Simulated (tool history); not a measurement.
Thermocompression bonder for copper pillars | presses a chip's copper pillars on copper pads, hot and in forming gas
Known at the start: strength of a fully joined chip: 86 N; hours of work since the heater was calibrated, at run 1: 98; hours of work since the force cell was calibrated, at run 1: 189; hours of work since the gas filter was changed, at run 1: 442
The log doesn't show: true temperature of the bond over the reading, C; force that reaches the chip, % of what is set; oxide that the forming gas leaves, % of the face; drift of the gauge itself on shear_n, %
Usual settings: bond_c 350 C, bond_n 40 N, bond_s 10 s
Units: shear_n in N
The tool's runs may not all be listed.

run   hour  bond_c  bond_n  bond_s  hours of work since the heater was calibrated  hours of work since the force cell was calibrated  hours of work since the gas filter was changed  shear_n
  1      0     350      40      10                                             98                                                189                                             442     36.8
  2    6.1     350      40      10                                            101                                                192                                             445     36.6
  3   13.3     350      40      10                                            104                                                195                                             449     36.4
  4   17.4     350      40      10                                            106                                                197                                             451     36.4
  5   24.1     350      40      10                                            110                                                201                                             454     36.2
  6   31.4     350      40      10                                            113                                                204                                             458     36.6
  7   38.5     328      40      10                                            117                                                208                                             462     26.7
  8   43.8     328      40      10                                            120                                                211                                             464     27.3
  9   50.8     328      40      10                                            123                                                214                                             468     27.1
 10     57     328      40      10                                            126                                                217                                             471     27.3
 11   64.1     328      40      10                                            130                                                221                                             474     26.7
      68.9  -- forming gas filter changed
 12   74.5     328      40      10                                            135                                                226                                               3     29.5
 13   82.5     328      40      10                                            139                                                230                                               7     30.9
 14   88.5     328      40      10                                            142                                                233                                              10     29.5
 15   94.3     373      28      27                                            145                                                236                                              13       52
 16   98.6     333      43      27                                            147                                                238                                              15     49.8
 17  105.4     333      43      27                                            150                                                241                                              18     49.7
 18    110     333      43      27                                            153                                                244                                              21     49.5
 19  114.6     342      41      14                                            155                                                246                                              23     42.4
 20  122.8     342      46      22                                            159                                                250                                              27     53.3
 21  127.9     342      46      22                                            162                                                253                                              30     54.2
 22  135.6     339      55       7                                            165                                                256                                              33     41.2
 23  141.9     367      51      30                                            169                                                260                                              37     73.4
 24  150.2     362      54      10                                            173                                                264                                              41     58.4
 25  155.6     333      37      17                                            175                                                266                                              43     36.3
 26  163.3     333      37      17                                            179                                                270                                              47     36.7
 27  170.1     333      37      17                                            183                                                274                                              51     36.9
 28  177.4     350      25      10                                            186                                                277                                              54       25

Consider 4 possible next runs. They are alternatives, not a sequence: every one starts from the tool as it was left by run 28. What does each give?
  A  182.5     368      59       9                                            189                                                280                                              57        ?
  B  182.5     331      40       7                                            189                                                280                                              57        ?
  C  182.5     350      38      10                                            189                                                280                                              57        ?
  D  182.5     324      27      28                                            189                                                280                                              57        ?

run  shear_n
  A     63.4
  B       28
  C       38
  D     28.8
Without the tool's hidden state the same runs would have given:
run  shear_n
  A     63.3
  B     27.6
  C     37.6
  D     28.4
